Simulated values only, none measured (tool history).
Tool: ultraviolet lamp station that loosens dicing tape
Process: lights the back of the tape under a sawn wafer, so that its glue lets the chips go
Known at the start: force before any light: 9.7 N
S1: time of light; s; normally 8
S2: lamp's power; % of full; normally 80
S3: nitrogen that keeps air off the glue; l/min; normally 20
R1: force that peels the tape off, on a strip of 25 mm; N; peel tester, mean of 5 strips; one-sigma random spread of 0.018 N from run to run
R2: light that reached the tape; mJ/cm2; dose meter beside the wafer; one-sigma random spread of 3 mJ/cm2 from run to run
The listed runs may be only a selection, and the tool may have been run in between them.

run,hour,S1,S2,S3,R1,R2
1,0,8,80,20,0.848,457
2,5.9,8,80,20,0.871,455
3,15.7,8,80,20,0.859,459
4,22,8,80,20,0.885,456
5,33,8,80,20,0.851,456
6,38.5,8,80,20,0.873,454
7,48.3,8,74,20,1.071,428
8,55.6,8,74,20,1.045,421
9,60.5,8,60,20,1.569,342
10,68.3,8,60,20,1.503,346
11,74.6,8,60,20,1.53,345
12,84.6,9,80,10,1.19,508
13,93.6,6,87,15,1.581,373
14,100.6,6,87,15,1.544,372
15,111.6,15,72,30,0.212,770
16,121.7,8,80,31,0.626,456
17,128.3,8,80,31,0.612,458
18,135.2,15,61,20,0.364,658
19,147.1,15,61,20,0.384,654
20,158.6,15,61,20,0.376,653
21,170.6,12,80,20,0.34,687

What if the next run were any one of these 3? Each begins from the tool's condition after run 21:
A,180.4,13,80,21,?,?
B,180.4,9,80,18,?,?
C,180.4,8,80,27,?,?

run,R1,R2
A,0.283,748
B,0.734,513
C,0.681,455
Stripped of hidden state, with their random variation kept, the same runs would have yielded:
run,R1,R2
A,0.282,750
B,0.731,514
C,0.678,456
